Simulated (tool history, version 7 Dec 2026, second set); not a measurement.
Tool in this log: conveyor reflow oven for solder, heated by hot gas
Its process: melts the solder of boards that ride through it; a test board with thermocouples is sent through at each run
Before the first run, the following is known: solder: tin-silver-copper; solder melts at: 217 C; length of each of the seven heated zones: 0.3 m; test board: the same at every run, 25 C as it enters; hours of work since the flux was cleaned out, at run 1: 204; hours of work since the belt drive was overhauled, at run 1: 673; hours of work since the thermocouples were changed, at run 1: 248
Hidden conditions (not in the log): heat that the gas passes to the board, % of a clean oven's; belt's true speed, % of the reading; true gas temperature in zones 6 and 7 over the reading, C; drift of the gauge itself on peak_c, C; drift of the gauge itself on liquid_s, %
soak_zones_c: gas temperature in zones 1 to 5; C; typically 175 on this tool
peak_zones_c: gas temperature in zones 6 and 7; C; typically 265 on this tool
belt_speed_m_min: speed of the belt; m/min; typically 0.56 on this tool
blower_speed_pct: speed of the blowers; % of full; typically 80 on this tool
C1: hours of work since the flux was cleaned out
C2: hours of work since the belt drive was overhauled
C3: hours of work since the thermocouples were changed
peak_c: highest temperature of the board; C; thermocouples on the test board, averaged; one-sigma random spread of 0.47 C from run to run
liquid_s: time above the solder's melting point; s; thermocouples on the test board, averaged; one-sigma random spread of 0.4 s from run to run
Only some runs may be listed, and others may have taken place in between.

{"run": 1, "day": 0.0, "soak_zones_c": 175, "peak_zones_c": 265, "belt_speed_m_min": 0.56, "blower_speed_pct": 80, "C1": 204, "C2": 673, "C3": 248, "peak_c": 250.9, "liquid_s": 48.5}
{"run": 2, "day": 1.625, "soak_zones_c": 175, "peak_zones_c": 265, "belt_speed_m_min": 0.56, "blower_speed_pct": 80, "C1": 230, "C2": 699, "C3": 274, "peak_c": 251.4, "liquid_s": 48.9}
{"day": 2.262, "done": "flux residue cleaned out of gas plates and filters"}
{"run": 3, "day": 3.979, "soak_zones_c": 175, "peak_zones_c": 265, "belt_speed_m_min": 0.56, "blower_speed_pct": 80, "C1": 28, "C2": 734, "C3": 309, "peak_c": 251, "liquid_s": 48.4}
{"run": 4, "day": 5.179, "soak_zones_c": 175, "peak_zones_c": 265, "belt_speed_m_min": 0.56, "blower_speed_pct": 80, "C1": 47, "C2": 753, "C3": 328, "peak_c": 251.4, "liquid_s": 47.2}
{"run": 5, "day": 7.275, "soak_zones_c": 175, "peak_zones_c": 265, "belt_speed_m_min": 0.56, "blower_speed_pct": 71, "C1": 80, "C2": 787, "C3": 362, "peak_c": 250.1, "liquid_s": 46.3}
{"run": 6, "day": 9.171, "soak_zones_c": 175, "peak_zones_c": 265, "belt_speed_m_min": 0.56, "blower_speed_pct": 71, "C1": 111, "C2": 817, "C3": 392, "peak_c": 249.8, "liquid_s": 47.1}
{"run": 7, "day": 10.846, "soak_zones_c": 175, "peak_zones_c": 265, "belt_speed_m_min": 0.466, "blower_speed_pct": 80, "C1": 138, "C2": 844, "C3": 419, "peak_c": 255.9, "liquid_s": 62.3}
{"day": 11.2, "done": "belt drive overhauled, speed set with a stopwatch"}
{"run": 8, "day": 12.1, "soak_zones_c": 175, "peak_zones_c": 265, "belt_speed_m_min": 0.56, "blower_speed_pct": 80, "C1": 155, "C2": 14, "C3": 437, "peak_c": 251.2, "liquid_s": 47.3}
{"run": 9, "day": 13.421, "soak_zones_c": 167, "peak_zones_c": 255, "belt_speed_m_min": 0.483, "blower_speed_pct": 67, "C1": 176, "C2": 36, "C3": 458, "peak_c": 242.9, "liquid_s": 47.6}
{"run": 10, "day": 15.608, "soak_zones_c": 175, "peak_zones_c": 265, "belt_speed_m_min": 0.56, "blower_speed_pct": 51, "C1": 212, "C2": 71, "C3": 493, "peak_c": 244.6, "liquid_s": 42.5}
{"run": 11, "day": 16.604, "soak_zones_c": 175, "peak_zones_c": 270, "belt_speed_m_min": 0.544, "blower_speed_pct": 51, "C1": 228, "C2": 87, "C3": 509, "peak_c": 249.7, "liquid_s": 47.2}
{"day": 17.542, "done": "flux residue cleaned out of gas plates and filters"}
{"run": 12, "day": 18.246, "soak_zones_c": 175, "peak_zones_c": 270, "belt_speed_m_min": 0.544, "blower_speed_pct": 51, "C1": 11, "C2": 110, "C3": 532, "peak_c": 250.4, "liquid_s": 47.4}
{"run": 13, "day": 20.104, "soak_zones_c": 163, "peak_zones_c": 253, "belt_speed_m_min": 0.475, "blower_speed_pct": 51, "C1": 41, "C2": 140, "C3": 562, "peak_c": 237.7, "liquid_s": 40.9}
{"run": 14, "day": 21.279, "soak_zones_c": 163, "peak_zones_c": 253, "belt_speed_m_min": 0.475, "blower_speed_pct": 51, "C1": 60, "C2": 158, "C3": 581, "peak_c": 238.4, "liquid_s": 41}
{"run": 15, "day": 22.808, "soak_zones_c": 163, "peak_zones_c": 253, "belt_speed_m_min": 0.475, "blower_speed_pct": 51, "C1": 85, "C2": 183, "C3": 605, "peak_c": 237.6, "liquid_s": 40.9}
{"run": 16, "day": 23.733, "soak_zones_c": 163, "peak_zones_c": 253, "belt_speed_m_min": 0.595, "blower_speed_pct": 51, "C1": 99, "C2": 198, "C3": 620, "peak_c": 230.5, "liquid_s": 22.8}

Each row is a separate what-if for the run after 16, all from the same tool condition, not one after another. Results?
{"run": "A", "day": 25.692, "soak_zones_c": 165, "peak_zones_c": 266, "belt_speed_m_min": 0.595, "blower_speed_pct": 89, "C1": 131, "C2": 229, "C3": 651, "peak_c": "?", "liquid_s": "?"}
{"run": "B", "day": 25.692, "soak_zones_c": 163, "peak_zones_c": 273, "belt_speed_m_min": 0.595, "blower_speed_pct": 51, "C1": 131, "C2": 229, "C3": 651, "peak_c": "?", "liquid_s": "?"}
{"run": "C", "day": 25.692, "soak_zones_c": 176, "peak_zones_c": 265, "belt_speed_m_min": 0.56, "blower_speed_pct": 63, "C1": 131, "C2": 229, "C3": 651, "peak_c": "?", "liquid_s": "?"}

run=A peak_c=250 liquid_s=42
run=B peak_c=247 liquid_s=37.3
run=C peak_c=248.7 liquid_s=46.6
Without the tool's unlogged condition, the same runs would have read:
run=A peak_c=250 liquid_s=42.1
run=B peak_c=247 liquid_s=37.4
run=C peak_c=248.8 liquid_s=46.6
